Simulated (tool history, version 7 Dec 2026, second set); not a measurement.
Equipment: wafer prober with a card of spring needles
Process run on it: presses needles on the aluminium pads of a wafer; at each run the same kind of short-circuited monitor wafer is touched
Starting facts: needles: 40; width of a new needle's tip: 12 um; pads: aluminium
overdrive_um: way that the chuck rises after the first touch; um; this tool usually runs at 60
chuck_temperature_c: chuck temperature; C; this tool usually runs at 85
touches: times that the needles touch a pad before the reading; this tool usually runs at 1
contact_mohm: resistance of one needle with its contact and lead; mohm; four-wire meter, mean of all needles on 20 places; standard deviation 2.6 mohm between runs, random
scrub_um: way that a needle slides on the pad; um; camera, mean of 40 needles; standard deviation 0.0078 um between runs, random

Run 1, hour 0: usual settings. Result: contact_mohm 327 mohm, scrub_um 8.253 um.
At hour 1: tips cleaned on abrasive film.
Run 2, hour 6.6: usual settings. Result: contact_mohm 312 mohm, scrub_um 8.257 um.
At hour 12.8: height of the first contact set anew.
Run 3, hour 18: usual settings. Result: contact_mohm 322 mohm, scrub_um 8.196 um.
At hour 18.8: tips cleaned on abrasive film.
Run 4, hour 27.1: usual settings. Result: contact_mohm 314 mohm, scrub_um 8.174 um.
At hour 36: tips cleaned on abrasive film.
Run 5, hour 37.2: usual settings. Result: contact_mohm 306 mohm, scrub_um 8.176 um.
Run 6, hour 45.7: usual settings. Result: contact_mohm 318 mohm, scrub_um 8.162 um.
Run 7, hour 51.8: usual settings but touches 3. Result: contact_mohm 311 mohm, scrub_um 8.181 um.
At hour 53.4: tips cleaned on abrasive film.
Run 8, hour 60.8: usual settings but overdrive_um 80 um, chuck_temperature_c 59 C. Result: contact_mohm 298 mohm, scrub_um 10.964 um.
Run 9, hour 67.2: usual settings but overdrive_um 64 um, chuck_temperature_c 63 C, touches 2. Result: contact_mohm 303 mohm, scrub_um 8.711 um.
At hour 70.5: tips cleaned on abrasive film.
At hour 74.3: height of the first contact set anew, once more.
Run 10, hour 76.5: usual settings but overdrive_um 52 um, chuck_temperature_c 29 C. Result: contact_mohm 303 mohm, scrub_um 7.289 um.
At hour 87.9: tips cleaned on abrasive film.
Run 11, hour 88: usual settings but overdrive_um 52 um, chuck_temperature_c 29 C. Result: contact_mohm 284 mohm, scrub_um 7.278 um.
Run 12, hour 98.1: usual settings but overdrive_um 52 um, chuck_temperature_c 29 C. Result: contact_mohm 316 mohm, scrub_um 7.268 um.
At hour 105.1: tips cleaned on abrasive film.
Run 13, hour 110: usual settings but overdrive_um 52 um, chuck_temperature_c 29 C. Result: contact_mohm 298 mohm, scrub_um 7.266 um.

Table of differences, measured result less the result of that run with no hidden state. Run-to-run variation is the same in both. Gauge scatter possibly is not:
Hidden conditions of the tool in this case: debris on the tips, nm; way that the needles fall short of the set height, um; tips' diameter, um; drift of the gauge itself on contact_mohm, %; drift of the gauge itself on scrub_um, %.
run  contact_mohm  scrub_um
  1           +32    -0.141
  2           +18    -0.147
  3           +31    -0.215
  4           +24    -0.224
  5            +8    -0.231
  6           +27    -0.232
  7           +13    -0.232
  8           +15     -0.24
  9           +17     -0.24
 10           +26        +0
 11            +5    -0.007
 12           +34    -0.007
 13           +23    -0.015
